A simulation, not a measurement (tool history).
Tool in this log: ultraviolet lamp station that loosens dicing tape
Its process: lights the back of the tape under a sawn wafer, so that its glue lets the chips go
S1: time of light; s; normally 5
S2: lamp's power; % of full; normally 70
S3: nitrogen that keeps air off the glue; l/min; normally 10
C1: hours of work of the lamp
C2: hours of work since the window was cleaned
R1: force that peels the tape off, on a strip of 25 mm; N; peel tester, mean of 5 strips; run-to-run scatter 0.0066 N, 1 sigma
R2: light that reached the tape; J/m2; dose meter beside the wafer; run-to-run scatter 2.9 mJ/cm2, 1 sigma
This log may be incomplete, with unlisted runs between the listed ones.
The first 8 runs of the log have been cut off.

Run 9, hour 53.8: usual settings but S3 11 l/min; C1 243; C2 11. Result: R1 0.359 N, R2 2940 J/m2.
At hour 55.1: window cleaned of glue's vapour, once more.
Run 10, hour 59.4: usual settings but S3 11 l/min; C1 247; C2 3. Result: R1 0.229 N, R2 3880 J/m2.
Run 11, hour 63.8: usual settings; C1 250; C2 7. Result: R1 0.238 N, R2 3940 J/m2.
Run 12, hour 73.3: usual settings; C1 258; C2 14. Result: R1 0.249 N, R2 3880 J/m2.
Run 13, hour 80.5: usual settings but S2 82 % of full; C1 263; C2 19. Result: R1 0.192 N, R2 4520 J/m2.
Run 14, hour 90.4: usual settings but S2 82 % of full; C1 271; C2 27. Result: R1 0.199 N, R2 4500 J/m2.
Run 15, hour 96.7: usual settings; C1 275; C2 32. Result: R1 0.249 N, R2 3860 J/m2.
Run 16, hour 102.1: usual settings but S1 7 s; C1 279; C2 36. Result: R1 0.159 N, R2 5320 J/m2.
Run 17, hour 110.7: usual settings but S1 7 s; C1 286; C2 42. Result: R1 0.165 N, R2 5250 J/m2.
Run 18, hour 116.0: usual settings but S1 7 s; C1 290; C2 46. Result: R1 0.169 N, R2 5280 J/m2.
Run 19, hour 126.0: usual settings; C1 298; C2 54. Result: R1 0.251 N, R2 3740 J/m2.
Run 20, hour 130.5: usual settings; C1 301; C2 57. Result: R1 0.260 N, R2 3700 J/m2.
Run 21, hour 136.1: usual settings; C1 305; C2 62. Result: R1 0.266 N, R2 3710 J/m2.
Run 22, hour 142.6: usual settings; C1 310; C2 67. Result: R1 0.249 N, R2 3720 J/m2.

What does the tool deliver on the next run?
Run 23, hour 150.1: usual settings but S1 7 s, S2 65 % of full, S3 4 l/min; C1 316; C2 72. Result: R1 ?, R2 ?.

Run 23 gave R1 0.282 N, R2 4830 J/m2.
Take away the tool's hidden state, keep the run-to-run variation as it was, and the same run would have given R1 0.235 N, R2 5540 J/m2.

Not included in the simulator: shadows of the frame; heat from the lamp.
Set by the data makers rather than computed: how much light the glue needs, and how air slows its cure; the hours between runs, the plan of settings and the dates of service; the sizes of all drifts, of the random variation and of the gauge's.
